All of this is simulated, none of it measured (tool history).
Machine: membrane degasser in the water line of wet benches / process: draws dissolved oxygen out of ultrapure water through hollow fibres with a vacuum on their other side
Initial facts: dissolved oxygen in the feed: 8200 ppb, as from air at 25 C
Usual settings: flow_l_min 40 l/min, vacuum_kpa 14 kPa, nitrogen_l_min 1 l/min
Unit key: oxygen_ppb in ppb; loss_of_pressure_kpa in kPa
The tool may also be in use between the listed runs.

run 1 hour=0 | flow_l_min=40 vacuum_kpa=14 nitrogen_l_min=1 | oxygen_ppb=824.9 loss_of_pressure_kpa=63.8
run 2 hour=50.1 | flow_l_min=40 vacuum_kpa=14 nitrogen_l_min=1 | oxygen_ppb=827 loss_of_pressure_kpa=63.67
-- hour=71.6 vacuum gauge calibrated
run 3 hour=89.5 | flow_l_min=40 vacuum_kpa=14 nitrogen_l_min=1 | oxygen_ppb=805.2 loss_of_pressure_kpa=63.7
run 4 hour=132.3 | flow_l_min=40 vacuum_kpa=14 nitrogen_l_min=1 | oxygen_ppb=803.9 loss_of_pressure_kpa=63.35
run 5 hour=163.7 | flow_l_min=40 vacuum_kpa=14 nitrogen_l_min=1 | oxygen_ppb=807.2 loss_of_pressure_kpa=63.71
run 6 hour=219.1 | flow_l_min=40 vacuum_kpa=14 nitrogen_l_min=1 | oxygen_ppb=805.6 loss_of_pressure_kpa=64.1
run 7 hour=289 | flow_l_min=40 vacuum_kpa=14 nitrogen_l_min=1 | oxygen_ppb=805 loss_of_pressure_kpa=63.94
run 8 hour=323.7 | flow_l_min=40 vacuum_kpa=14 nitrogen_l_min=1 | oxygen_ppb=804.9 loss_of_pressure_kpa=63.98
run 9 hour=389.3 | flow_l_min=40 vacuum_kpa=14 nitrogen_l_min=1 | oxygen_ppb=805.8 loss_of_pressure_kpa=63.73
run 10 hour=445.3 | flow_l_min=51 vacuum_kpa=14 nitrogen_l_min=1 | oxygen_ppb=967.3 loss_of_pressure_kpa=81.65
run 11 hour=515.5 | flow_l_min=47 vacuum_kpa=10.3 nitrogen_l_min=0.52 | oxygen_ppb=950.1 loss_of_pressure_kpa=75.04
run 12 hour=548.6 | flow_l_min=47 vacuum_kpa=10.3 nitrogen_l_min=0.52 | oxygen_ppb=950.2 loss_of_pressure_kpa=75.54
run 13 hour=590.1 | flow_l_min=47 vacuum_kpa=23.5 nitrogen_l_min=2.99 | oxygen_ppb=688.9 loss_of_pressure_kpa=75.49
run 14 hour=647 | flow_l_min=47 vacuum_kpa=23.5 nitrogen_l_min=2.99 | oxygen_ppb=690 loss_of_pressure_kpa=74.64
run 15 hour=688.5 | flow_l_min=40 vacuum_kpa=17 nitrogen_l_min=2.35 | oxygen_ppb=516.6 loss_of_pressure_kpa=63.69
run 16 hour=735.1 | flow_l_min=27 vacuum_kpa=20.6 nitrogen_l_min=0.51 | oxygen_ppb=1489 loss_of_pressure_kpa=43.13
run 17 hour=787 | flow_l_min=34 vacuum_kpa=12.9 nitrogen_l_min=0.5 | oxygen_ppb=1053.4 loss_of_pressure_kpa=54.59

The next listed run, before its measurement:
run 18 hour=824.4 | flow_l_min=34 vacuum_kpa=12.9 nitrogen_l_min=0.5 | oxygen_ppb=? loss_of_pressure_kpa=?

Run 18 came out at oxygen_ppb 1048.1 ppb, loss_of_pressure_kpa 54.42 kPa.
Minus the tool's unlogged condition, the same run would have read oxygen_ppb 1051.3 ppb, loss_of_pressure_kpa 52.74 kPa.

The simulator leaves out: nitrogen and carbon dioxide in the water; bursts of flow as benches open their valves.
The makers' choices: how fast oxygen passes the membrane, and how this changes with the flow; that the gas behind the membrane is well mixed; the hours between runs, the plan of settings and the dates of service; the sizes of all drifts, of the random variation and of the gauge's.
